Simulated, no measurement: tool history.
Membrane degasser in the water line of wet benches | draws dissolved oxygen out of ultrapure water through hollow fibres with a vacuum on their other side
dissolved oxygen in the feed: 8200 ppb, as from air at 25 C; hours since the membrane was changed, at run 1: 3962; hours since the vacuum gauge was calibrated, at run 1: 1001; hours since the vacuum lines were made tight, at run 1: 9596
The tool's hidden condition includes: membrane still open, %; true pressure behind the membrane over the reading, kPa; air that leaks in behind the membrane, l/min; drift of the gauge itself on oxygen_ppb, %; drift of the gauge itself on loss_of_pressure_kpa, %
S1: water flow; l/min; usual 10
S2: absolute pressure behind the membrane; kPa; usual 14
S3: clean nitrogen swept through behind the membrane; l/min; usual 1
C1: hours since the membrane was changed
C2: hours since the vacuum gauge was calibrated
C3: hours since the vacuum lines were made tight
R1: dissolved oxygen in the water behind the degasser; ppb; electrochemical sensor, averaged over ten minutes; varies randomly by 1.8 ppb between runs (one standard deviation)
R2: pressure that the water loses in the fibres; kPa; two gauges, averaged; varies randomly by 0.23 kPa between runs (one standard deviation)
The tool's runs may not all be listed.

| run | hour | S1 | S2 | S3 | C1 | C2 | C3 | R1 | R2 |
|---|---|---|---|---|---|---|---|---|---|
| 1 | 0 | 10 | 14 | 1 | 3962 | 1001 | 9596 | 264.7 | 60.95 |
| 2 | 109.5 | 10 | 14 | 1 | 4071 | 1111 | 9705 | 267.9 | 61.49 |
| 3 | 228 | 9 | 14 | 1 | 4190 | 1229 | 9824 | 239.2 | 54.85 |
| 4 | 369 | 10 | 14 | 1 | 4331 | 1370 | 9965 | 265.6 | 61.04 |
| 5 | 449.1 | 10 | 14 | 1 | 4411 | 1450 | 10045 | 267 | 61.47 |
| 6 | 608.1 | 10 | 14 | 0.45 | 4570 | 1609 | 10204 | 520 | 61.13 |
| 7 | 716.9 | 9 | 14 | 0.45 | 4679 | 1718 | 10313 | 474.1 | 55.21 |
| 8 | 892.3 | 9 | 14 | 0.45 | 4854 | 1894 | 10488 | 479.3 | 55.3 |
| 9 | 1033.2 | 9 | 24.2 | 0.45 | 4995 | 2035 | 10629 | 885.2 | 55.53 |
| 10 | 1205.8 | 9 | 24.2 | 0.45 | 5167 | 2207 | 10801 | 890.5 | 55.31 |
| 11 | 1372.3 | 9 | 24.2 | 0.45 | 5334 | 2374 | 10968 | 888.1 | 55.63 |
| 12 | 1518 | 9 | 24.2 | 0.45 | 5480 | 2519 | 11114 | 884.9 | 55.76 |
| 13 | 1699 | 9 | 24.2 | 0.45 | 5661 | 2700 | 11295 | 892.8 | 55.73 |
| 14 | 1885.8 | 14 | 24.2 | 0.45 | 5848 | 2887 | 11482 | 1244.7 | 86.73 |
| 15 | 2040.3 | 10 | 14 | 1 | 6002 | 3042 | 11636 | 268.3 | 62.42 |
| 16 | 2129.2 | 10 | 14 | 1 | 6091 | 3130 | 11725 | 267.1 | 62.14 |
|  | 2271.4 | seals of the vacuum lines changed |
| 17 | 2290.4 | 10 | 14 | 1 | 6250 | 3290 | 19 | 257.2 | 62.49 |
| 18 | 2438.9 | 9 | 21.8 | 1.6 | 6399 | 3438 | 167 | 248.9 | 55.82 |
| 19 | 2600.5 | 13 | 14 | 1 | 6560 | 3600 | 329 | 337.6 | 81.13 |
| 20 | 2750.8 | 13 | 14 | 1 | 6711 | 3750 | 479 | 337.9 | 81.52 |
| 21 | 2842 | 13 | 14 | 1 | 6802 | 3841 | 571 | 338.8 | 81.74 |
| 22 | 2920.9 | 13 | 19.3 | 0.68 | 6881 | 3920 | 649 | 665.7 | 81.55 |
|  | 2998.9 | vacuum gauge calibrated |
| 23 | 3076.6 | 11 | 34.7 | 0.5 | 7036 | 78 | 805 | 1340.6 | 69.09 |
| 24 | 3184.2 | 11 | 34.7 | 0.5 | 7143 | 185 | 912 | 1324.2 | 68.65 |
| 25 | 3289.2 | 11 | 14.3 | 0.57 | 7248 | 290 | 1017 | 461.5 | 68.94 |
| 26 | 3439.3 | 8 | 14.3 | 1.29 | 7399 | 440 | 1167 | 166.8 | 50.25 |
| 27 | 3566.4 | 12 | 8.9 | 2.72 | 7526 | 567 | 1294 | 74.7 | 75.32 |
| 28 | 3723.4 | 10 | 14 | 0.94 | 7683 | 724 | 1451 | 274 | 62.77 |
| 29 | 3869.3 | 10 | 14 | 0.49 | 7829 | 870 | 1597 | 478.1 | 63.13 |
| 30 | 3999 | 10 | 14 | 1.58 | 7958 | 1000 | 1727 | 169.8 | 63.35 |
| 31 | 4149.6 | 9 | 29 | 0.59 | 8109 | 1151 | 1878 | 836.7 | 56.63 |
| 32 | 4264.8 | 9 | 29 | 0.59 | 8224 | 1266 | 1993 | 825.5 | 56.64 |

Below are 3 alternative next runs, each starting from the tool's condition after run 32. Predict each:
| A | 4456.6 | 14 | 13.1 | 0.69 | 8416 | 1458 | 2185 | ? | ? |
| B | 4456.6 | 16 | 29 | 0.59 | 8416 | 1458 | 2185 | ? | ? |
| C | 4456.6 | 13 | 29 | 0.84 | 8416 | 1458 | 2185 | ? | ? |

| run | R1 | R2 |
|---|---|---|
| A | 464.4 | 88.33 |
| B | 1337.5 | 101.73 |
| C | 849.6 | 82.52 |
With no hidden state in the tool, these same runs would have given:
| run | R1 | R2 |
|---|---|---|
| A | 452.3 | 83.09 |
| B | 1319.8 | 95.73 |
| C | 837 | 77.63 |
